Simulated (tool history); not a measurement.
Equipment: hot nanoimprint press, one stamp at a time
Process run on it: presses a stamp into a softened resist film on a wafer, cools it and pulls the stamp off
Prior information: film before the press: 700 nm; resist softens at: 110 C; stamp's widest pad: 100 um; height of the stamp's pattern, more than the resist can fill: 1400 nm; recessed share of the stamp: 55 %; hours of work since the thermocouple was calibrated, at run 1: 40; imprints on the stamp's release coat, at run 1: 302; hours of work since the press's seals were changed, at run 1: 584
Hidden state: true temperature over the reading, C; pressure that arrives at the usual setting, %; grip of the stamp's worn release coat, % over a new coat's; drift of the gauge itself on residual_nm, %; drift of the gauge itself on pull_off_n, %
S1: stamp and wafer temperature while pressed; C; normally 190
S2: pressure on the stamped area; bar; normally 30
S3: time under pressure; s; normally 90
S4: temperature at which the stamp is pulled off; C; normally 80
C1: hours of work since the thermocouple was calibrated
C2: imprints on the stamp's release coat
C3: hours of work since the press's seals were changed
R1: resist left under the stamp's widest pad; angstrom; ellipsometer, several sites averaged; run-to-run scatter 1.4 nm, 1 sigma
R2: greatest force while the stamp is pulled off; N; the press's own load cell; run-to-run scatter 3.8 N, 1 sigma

run   hour   S1    S2   S3  S4   C1    C2   C3    R1   R2
  1      0  190    30   90  80   40   302  584  3676  187
  2   35.2  190    30   90  80   60   455  605  3689  186
  3   62.7  190    30   90  80   76   575  621  3645  186
  4  105.2  194    30   90  80  101   759  645  3165  190
     117.3  -- press's hydraulic seals changed and the load cell set to zero
  5  141.2  180    30   90  80  117   881   14  5078  186
  6    169  180    30   90  80  133  1001   30  5044  189
  7  207.4  180    30   90  80  155  1168   52  5087  183
  8  248.2  190    30   90  80  179  1345   75  3637  186
     263.3  -- stamp cleaned and given a new release coat
  9  297.6  190    30   90  80  204   149  101  3649  184
 10  336.8  190    30   90  80  226   319  123  3653  185
 11  362.8  190    30   90  80  241   432  138  3666  186
 12  404.2  190    30   90  80  265   611  162  3665  191
 13  426.7  190    30   90  80  278   709  175  3657  189
 14  468.5  190    30   90  80  302   890  199  3679  184
 15  493.9  187  19.4   90  69  317  1001  214  4831  247
 16  516.4  180  19.4   64  69  330  1098  227  6005  235
 17    551  180  19.4   64  69  350  1248  247  6019  240
     588.1  -- stamp cleaned and given a new release coat
 18  588.1  180  19.4   64  69  368     0  265  6000  245
 19  621.5  180  32.9   76  71  387   146  284  5110  236
     644.5  -- plate thermocouple calibrated
 20  644.5  180  32.9   76  71    0   233  295  5109  226
 21  676.2  196  31.1   49  81   18   370  314  3579  182
 22  714.6  196  31.1   50  81   40   537  336  3553  184
 23  751.8  201    33   81  76   62   698  357  2447  204
 24  794.3  201    33   81  76   86   883  382  2455  206
 25  832.4  190    25   90  68  108  1048  404  3992  247
 26  863.1  189    30  133  80  126  1181  421  3343  185
 27  900.7  189    30  133  80  148  1345  443  3313  184

Branching from run 27: 4 alternative next runs. What would each branch give?
     914.3  -- stamp cleaned and given a new release coat
  A  924.3  190    30   76  80  158  43  453   ?   ?
     914.3  -- stamp cleaned and given a new release coat
  B  924.3  189    30  133  85  158  43  453   ?   ?
     914.3  -- stamp cleaned and given a new release coat
  C  924.3  190  34.2   99  66  158  43  453   ?   ?
     914.3  -- stamp cleaned and given a new release coat
  D  924.3  199  30.3  133  80  158  43  453   ?   ?

run    R1   R2
  A  3879  183
  B  3321  155
  C  3294  265
  D  2284  183
Without the tool's unlogged condition, the same runs would have read:
run    R1   R2
  A  3880  183
  B  3322  155
  C  3295  265
  D  2285  183
